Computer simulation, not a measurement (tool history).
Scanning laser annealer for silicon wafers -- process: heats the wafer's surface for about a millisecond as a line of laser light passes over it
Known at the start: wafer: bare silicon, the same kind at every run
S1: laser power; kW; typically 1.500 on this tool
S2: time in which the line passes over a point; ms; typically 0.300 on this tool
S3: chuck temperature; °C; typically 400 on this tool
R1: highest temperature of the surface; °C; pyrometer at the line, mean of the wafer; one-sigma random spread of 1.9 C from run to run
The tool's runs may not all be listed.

run	hour	S1	S2	S3	R1
1	0.0	1.500	0.300	400	1180
2	18.9	1.500	0.261	400	1135
3	55.5	1.500	0.261	400	1132
4	91.6	1.500	0.300	400	1175
5	110.2	1.500	0.300	400	1177
6	136.1	1.500	0.300	400	1173
7	164.6	1.500	0.274	427	1172
8	203.4	1.500	0.274	427	1170
9	228.5	1.500	0.371	427	1278
10	258.9	1.500	0.371	427	1276
11	283.1	1.628	0.362	401	1336
12	310.4	1.500	0.300	393	1165

Here are 5 independent what-if runs from the current tool condition. What would each one return?
A	336.1	1.473	0.259	416	?
B	336.1	1.500	0.342	406	?
C	336.1	1.504	0.241	369	?
D	336.1	1.527	0.373	433	?
E	336.1	1.500	0.244	393	?

run	R1
A	1124
B	1223
C	1075
D	1301
E	1100
With no hidden state in the tool, these same runs would have given:
run	R1
A	1149
B	1251
C	1099
D	1331
E	1124
